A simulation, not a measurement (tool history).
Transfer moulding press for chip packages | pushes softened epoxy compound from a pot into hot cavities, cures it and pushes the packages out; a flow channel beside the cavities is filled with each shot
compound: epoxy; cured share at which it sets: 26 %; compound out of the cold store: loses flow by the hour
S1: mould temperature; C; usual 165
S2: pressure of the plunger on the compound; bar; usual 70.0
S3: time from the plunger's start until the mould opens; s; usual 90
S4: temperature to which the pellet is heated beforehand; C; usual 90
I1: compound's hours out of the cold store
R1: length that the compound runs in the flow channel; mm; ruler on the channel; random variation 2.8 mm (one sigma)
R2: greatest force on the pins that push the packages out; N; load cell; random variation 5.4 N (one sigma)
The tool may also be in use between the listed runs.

run 1 hour=0.0 | S1=165 S2=70.0 S3=90 S4=90 | I1=11.9 | R1=704 R2=378
-- hour=2.9 cavities cleaned with cleaning compound and waxed
run 2 hour=22.5 | S1=165 S2=81.1 S3=90 S4=90 | I1=16.1 | R1=735 R2=392
run 3 hour=37.0 | S1=165 S2=81.1 S3=90 S4=90 | I1=21.3 | R1=708 R2=407
run 4 hour=59.9 | S1=165 S2=70.0 S3=115 S4=90 | I1=42.7 | R1=586 R2=380
-- hour=76.5 cavities cleaned with cleaning compound and waxed, once more
run 5 hour=78.7 | S1=165 S2=70.0 S3=115 S4=90 | I1=35.8 | R1=603 R2=188
run 6 hour=99.6 | S1=165 S2=70.0 S3=93 S4=90 | I1=47.8 | R1=560 R2=263
run 7 hour=122.5 | S1=165 S2=70.0 S3=93 S4=90 | I1=33.5 | R1=605 R2=325
run 8 hour=135.1 | S1=165 S2=70.0 S3=90 S4=90 | I1=37.8 | R1=585 R2=367
-- hour=152.8 cavities cleaned with cleaning compound and waxed
run 9 hour=155.7 | S1=165 S2=70.0 S3=90 S4=90 | I1=31.5 | R1=603 R2=210
run 10 hour=173.4 | S1=165 S2=70.0 S3=90 S4=89 | I1=41.6 | R1=570 R2=269
run 11 hour=186.7 | S1=165 S2=70.0 S3=90 S4=89 | I1=43.3 | R1=557 R2=310
-- hour=191.0 plunger's sealing rings changed
run 12 hour=199.9 | S1=165 S2=70.0 S3=90 S4=89 | I1=40.7 | R1=608 R2=353
run 13 hour=218.7 | S1=165 S2=70.0 S3=90 S4=89 | I1=31.2 | R1=637 R2=372
-- hour=232.1 cavities cleaned with cleaning compound and waxed
run 14 hour=236.4 | S1=165 S2=70.0 S3=90 S4=89 | I1=34.0 | R1=621 R2=226
run 15 hour=246.8 | S1=165 S2=60.2 S3=93 S4=89 | I1=35.5 | R1=568 R2=264
run 16 hour=267.7 | S1=165 S2=60.2 S3=93 S4=89 | I1=23.9 | R1=606 R2=322
run 17 hour=285.2 | S1=167 S2=60.7 S3=114 S4=90 | I1=9.7 | R1=648 R2=308
run 18 hour=297.2 | S1=166 S2=74.6 S3=126 S4=88 | I1=9.9 | R1=726 R2=314
-- hour=308.7 cavities cleaned with cleaning compound and waxed
run 19 hour=313.7 | S1=165 S2=85.8 S3=90 S4=90 | I1=35.0 | R1=674 R2=213
run 20 hour=325.1 | S1=172 S2=70.0 S3=90 S4=94 | I1=30.3 | R1=601 R2=233
run 21 hour=337.8 | S1=165 S2=70.0 S3=90 S4=88 | I1=46.8 | R1=564 R2=290
run 22 hour=348.0 | S1=161 S2=76.7 S3=79 S4=89 | I1=44.5 | R1=609 R2=475
run 23 hour=363.3 | S1=161 S2=76.7 S3=79 S4=89 | I1=33.9 | R1=645 R2=544
run 24 hour=383.1 | S1=161 S2=52.4 S3=79 S4=84 | I1=8.3 | R1=612 R2=643
-- hour=386.3 cavities cleaned with cleaning compound and waxed
run 25 hour=394.9 | S1=165 S2=65.2 S3=101 S4=89 | I1=47.1 | R1=537 R2=203
run 26 hour=409.1 | S1=160 S2=63.5 S3=101 S4=89 | I1=40.8 | R1=556 R2=301
run 27 hour=429.4 | S1=160 S2=63.5 S3=101 S4=89 | I1=18.5 | R1=630 R2=381
-- hour=436.7 plunger's sealing rings changed
run 28 hour=448.0 | S1=168 S2=63.5 S3=101 S4=96 | I1=11.3 | R1=669 R2=321

Forecast each of these 4 alternatives for the next run:
-- hour=465.5 cavities cleaned with cleaning compound and waxed
run A hour=468.5 | S1=162 S2=70.0 S3=90 S4=90 | I1=45.8 | R1=? R2=?
-- hour=465.5 cavities cleaned with cleaning compound and waxed
run B hour=468.5 | S1=165 S2=70.0 S3=119 S4=97 | I1=42.3 | R1=? R2=?
-- hour=465.5 cavities cleaned with cleaning compound and waxed
run C hour=468.5 | S1=168 S2=63.5 S3=101 S4=83 | I1=30.2 | R1=? R2=?
-- hour=465.5 cavities cleaned with cleaning compound and waxed
run D hour=468.5 | S1=159 S2=70.0 S3=90 S4=90 | I1=11.7 | R1=? R2=?

run=A R1=597 R2=224
run=B R1=597 R2=186
run=C R1=600 R2=187
run=D R1=731 R2=303
Without the tool's hidden state the same runs would have given:
run=A R1=599 R2=195
run=B R1=600 R2=168
run=C R1=603 R2=168
run=D R1=734 R2=257
